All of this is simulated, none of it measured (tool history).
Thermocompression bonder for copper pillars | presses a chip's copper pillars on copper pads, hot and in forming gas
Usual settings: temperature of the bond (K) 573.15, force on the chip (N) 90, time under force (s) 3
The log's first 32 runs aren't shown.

run	hour	temperature of the bond (K)	force on the chip (N)	time under force (s)	force that shears a chip off (N)
33	488.1	573.15	119	2	59.9
34	507.6	565.15	119	3	61.1
35	524.0	565.15	119	3	60.8
36	544.9	558.15	119	3	57.4
37	559.6	558.15	119	3	56.7
38	572.2	558.15	119	3	56.8
39	587.4	583.15	119	4	75.6
40	597.5	545.15	64	4	33.6
41	612.8	545.15	64	4	32.9

Forecast each of these 3 alternatives for the next run:
A	625.3	568.15	90	2	?
B	625.3	561.15	90	2	?
C	625.3	601.15	90	3	?

run	force that shears a chip off (N)
A	45.5
B	42.5
C	69.4
Without the tool's hidden state the same runs would have given:
run	force that shears a chip off (N)
A	48.5
B	45.2
C	74.3
